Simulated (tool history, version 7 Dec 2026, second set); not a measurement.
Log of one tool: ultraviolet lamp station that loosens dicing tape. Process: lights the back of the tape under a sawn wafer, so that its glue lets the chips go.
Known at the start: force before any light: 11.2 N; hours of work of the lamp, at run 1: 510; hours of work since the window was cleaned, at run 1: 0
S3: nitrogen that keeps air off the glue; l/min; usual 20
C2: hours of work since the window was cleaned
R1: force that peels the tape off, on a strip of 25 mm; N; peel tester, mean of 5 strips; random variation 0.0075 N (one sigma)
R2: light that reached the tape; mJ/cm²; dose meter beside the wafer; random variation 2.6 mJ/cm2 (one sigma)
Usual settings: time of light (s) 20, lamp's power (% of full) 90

run 1 hour=0.0 | time_of_light_(s)=20 lamp's_power_(%_of_full)=90 S3=20 | hours_of_work_of_the_lamp=510 C2=0 | R1=0.495 R2=246
run 2 hour=19.9 | time_of_light_(s)=20 lamp's_power_(%_of_full)=90 S3=20 | hours_of_work_of_the_lamp=518 C2=9 | R1=0.500 R2=244
run 3 hour=57.3 | time_of_light_(s)=20 lamp's_power_(%_of_full)=90 S3=20 | hours_of_work_of_the_lamp=535 C2=25 | R1=0.515 R2=241
run 4 hour=89.9 | time_of_light_(s)=20 lamp's_power_(%_of_full)=90 S3=20 | hours_of_work_of_the_lamp=549 C2=39 | R1=0.540 R2=240
run 5 hour=113.3 | time_of_light_(s)=20 lamp's_power_(%_of_full)=90 S3=20 | hours_of_work_of_the_lamp=559 C2=50 | R1=0.570 R2=234
run 6 hour=131.6 | time_of_light_(s)=20 lamp's_power_(%_of_full)=90 S3=20 | hours_of_work_of_the_lamp=567 C2=58 | R1=0.539 R2=237
run 7 hour=169.5 | time_of_light_(s)=20 lamp's_power_(%_of_full)=90 S3=20 | hours_of_work_of_the_lamp=584 C2=74 | R1=0.539 R2=230
run 8 hour=199.4 | time_of_light_(s)=20 lamp's_power_(%_of_full)=90 S3=20 | hours_of_work_of_the_lamp=597 C2=88 | R1=0.588 R2=226
run 9 hour=239.2 | time_of_light_(s)=20 lamp's_power_(%_of_full)=90 S3=20 | hours_of_work_of_the_lamp=615 C2=105 | R1=0.600 R2=229
-- hour=242.0 window cleaned of glue's vapour
run 10 hour=262.1 | time_of_light_(s)=20 lamp's_power_(%_of_full)=90 S3=20 | hours_of_work_of_the_lamp=625 C2=9 | R1=0.626 R2=224
run 11 hour=284.0 | time_of_light_(s)=20 lamp's_power_(%_of_full)=90 S3=20 | hours_of_work_of_the_lamp=634 C2=18 | R1=0.642 R2=221
run 12 hour=313.5 | time_of_light_(s)=20 lamp's_power_(%_of_full)=81 S3=8 | hours_of_work_of_the_lamp=647 C2=31 | R1=1.238 R2=198
run 13 hour=342.5 | time_of_light_(s)=16 lamp's_power_(%_of_full)=90 S3=27 | hours_of_work_of_the_lamp=660 C2=44 | R1=0.962 R2=171
run 14 hour=369.0 | time_of_light_(s)=16 lamp's_power_(%_of_full)=90 S3=27 | hours_of_work_of_the_lamp=672 C2=56 | R1=0.967 R2=170
run 15 hour=398.6 | time_of_light_(s)=25 lamp's_power_(%_of_full)=62 S3=11 | hours_of_work_of_the_lamp=685 C2=69 | R1=1.232 R2=179
-- hour=415.5 window cleaned of glue's vapour, once more
run 16 hour=427.7 | time_of_light_(s)=15 lamp's_power_(%_of_full)=96 S3=7 | hours_of_work_of_the_lamp=697 C2=5 | R1=1.809 R2=169
run 17 hour=458.5 | time_of_light_(s)=15 lamp's_power_(%_of_full)=96 S3=7 | hours_of_work_of_the_lamp=711 C2=19 | R1=1.779 R2=166
run 18 hour=479.0 | time_of_light_(s)=24 lamp's_power_(%_of_full)=74 S3=9 | hours_of_work_of_the_lamp=720 C2=28 | R1=1.038 R2=204
run 19 hour=511.0 | time_of_light_(s)=20 lamp's_power_(%_of_full)=67 S3=20 | hours_of_work_of_the_lamp=734 C2=42 | R1=1.352 R2=151
run 20 hour=548.1 | time_of_light_(s)=24 lamp's_power_(%_of_full)=65 S3=10 | hours_of_work_of_the_lamp=750 C2=58 | R1=1.449 R2=172

Forecast each of these 3 alternatives for the next run:
run A hour=573.7 | time_of_light_(s)=23 lamp's_power_(%_of_full)=64 S3=10 | hours_of_work_of_the_lamp=761 C2=70 | R1=? R2=?
run B hour=573.7 | time_of_light_(s)=24 lamp's_power_(%_of_full)=65 S3=14 | hours_of_work_of_the_lamp=761 C2=70 | R1=? R2=?
run C hour=573.7 | time_of_light_(s)=12 lamp's_power_(%_of_full)=65 S3=16 | hours_of_work_of_the_lamp=761 C2=70 | R1=? R2=?

run=A R1=1.634 R2=164
run=B R1=1.217 R2=174
run=C R1=3.368 R2=85
Without the tool's hidden state the same runs would have given:
run=A R1=0.559 R2=274
run=B R1=0.402 R2=292
run=C R1=1.590 R2=143
